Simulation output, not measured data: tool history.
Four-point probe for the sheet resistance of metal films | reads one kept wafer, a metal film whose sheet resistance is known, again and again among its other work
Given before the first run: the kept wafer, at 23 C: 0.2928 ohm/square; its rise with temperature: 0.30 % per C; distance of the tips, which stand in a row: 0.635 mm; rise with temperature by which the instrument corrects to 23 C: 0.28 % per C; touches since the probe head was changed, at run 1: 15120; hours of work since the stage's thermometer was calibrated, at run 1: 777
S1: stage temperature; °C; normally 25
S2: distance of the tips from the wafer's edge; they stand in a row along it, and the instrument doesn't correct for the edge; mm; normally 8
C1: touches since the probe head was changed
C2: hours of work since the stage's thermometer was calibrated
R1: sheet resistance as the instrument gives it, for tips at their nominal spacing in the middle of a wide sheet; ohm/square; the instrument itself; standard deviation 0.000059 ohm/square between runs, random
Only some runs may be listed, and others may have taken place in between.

| run | hour | S1 | S2 | C1 | C2 | R1 |
|---|---|---|---|---|---|---|
| 1 | 0 | 25 | 8 | 15120 | 777 | 0.29436 |
| 2 | 14 | 25 | 8 | 15529 | 785 | 0.29441 |
| 3 | 29.9 | 25 | 8 | 15994 | 795 | 0.294496 |
| 4 | 46.1 | 25 | 8 | 16470 | 805 | 0.29437 |
| 5 | 59.4 | 25 | 8 | 16858 | 813 | 0.29439 |
| 6 | 71.7 | 25 | 8 | 17219 | 821 | 0.294442 |
| 7 | 79.1 | 25 | 8 | 17437 | 826 | 0.294513 |
|  | 81.3 | stage's thermometer calibrated |
| 8 | 90.7 | 25 | 8 | 17762 | 6 | 0.294579 |
| 9 | 105.1 | 26 | 7 | 18184 | 15 | 0.294894 |
| 10 | 112.7 | 25 | 66 | 18404 | 19 | 0.293556 |
| 11 | 120.3 | 18 | 6 | 18629 | 24 | 0.294832 |
| 12 | 137.6 | 18 | 6 | 19136 | 35 | 0.294769 |
|  | 153.2 | stage's thermometer calibrated, once more |
| 13 | 153.2 | 18 | 6 | 19576 | 0 | 0.294601 |
| 14 | 171.3 | 19 | 17 | 20106 | 11 | 0.293069 |
| 15 | 185.5 | 28 | 57 | 20522 | 20 | 0.293558 |

3 options for the next run, each taken on its own from the tool as it stands now. Forecast them:
| A | 193.8 | 28 | 46 | 20765 | 25 | ? |
| B | 193.8 | 25 | 6 | 20765 | 25 | ? |
| C | 193.8 | 20 | 57 | 20765 | 25 | ? |

| run | R1 |
|---|---|
| A | 0.293504 |
| B | 0.295015 |
| C | 0.292975 |
What these runs would have given with no unlogged condition in the tool:
| run | R1 |
|---|---|
| A | 0.293145 |
| B | 0.294654 |
| C | 0.292615 |
